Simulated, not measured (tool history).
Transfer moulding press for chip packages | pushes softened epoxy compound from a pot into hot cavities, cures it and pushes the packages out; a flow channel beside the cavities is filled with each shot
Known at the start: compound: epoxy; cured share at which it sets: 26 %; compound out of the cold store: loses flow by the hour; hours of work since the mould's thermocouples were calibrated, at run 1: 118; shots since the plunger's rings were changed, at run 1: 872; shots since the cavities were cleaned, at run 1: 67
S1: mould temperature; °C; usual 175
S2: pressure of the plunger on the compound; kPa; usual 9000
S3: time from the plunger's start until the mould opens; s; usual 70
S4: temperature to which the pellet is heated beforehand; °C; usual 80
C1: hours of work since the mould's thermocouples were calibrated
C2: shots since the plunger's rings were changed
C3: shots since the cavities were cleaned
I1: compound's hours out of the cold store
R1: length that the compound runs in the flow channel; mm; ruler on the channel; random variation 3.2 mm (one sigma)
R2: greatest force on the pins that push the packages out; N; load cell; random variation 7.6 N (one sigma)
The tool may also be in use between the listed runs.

run	hour	S1	S2	S3	S4	C1	C2	C3	I1	R1	R2
1	0	175	9000	70	80	118	872	67	46.1	527	358
2	15.9	175	9000	70	80	125	1024	219	31.6	577	446
3	33.1	175	9000	70	80	133	1188	383	13.3	654	536
4	41.9	175	9000	70	80	137	1272	467	28.2	585	545
5	58.5	175	9000	70	80	144	1430	625	20.3	619	610
6	75.7	182	9000	70	80	152	1594	789	35.2	546	514
# hour 85.9: cavities cleaned with cleaning compound and waxed
7	93.7	182	9000	70	80	159	1752	75	38.3	540	296
8	103.1	182	9990	70	80	164	1841	164	12.6	676	354

Run 9 comes next. What will it give?
9	118	182	9990	70	80	170	1983	306	16.6	?	?

{"run 9": {"R1": 655, "R2": 386}}
Without the tool's hidden state the same run would have given R1 671 mm, R2 263 N.
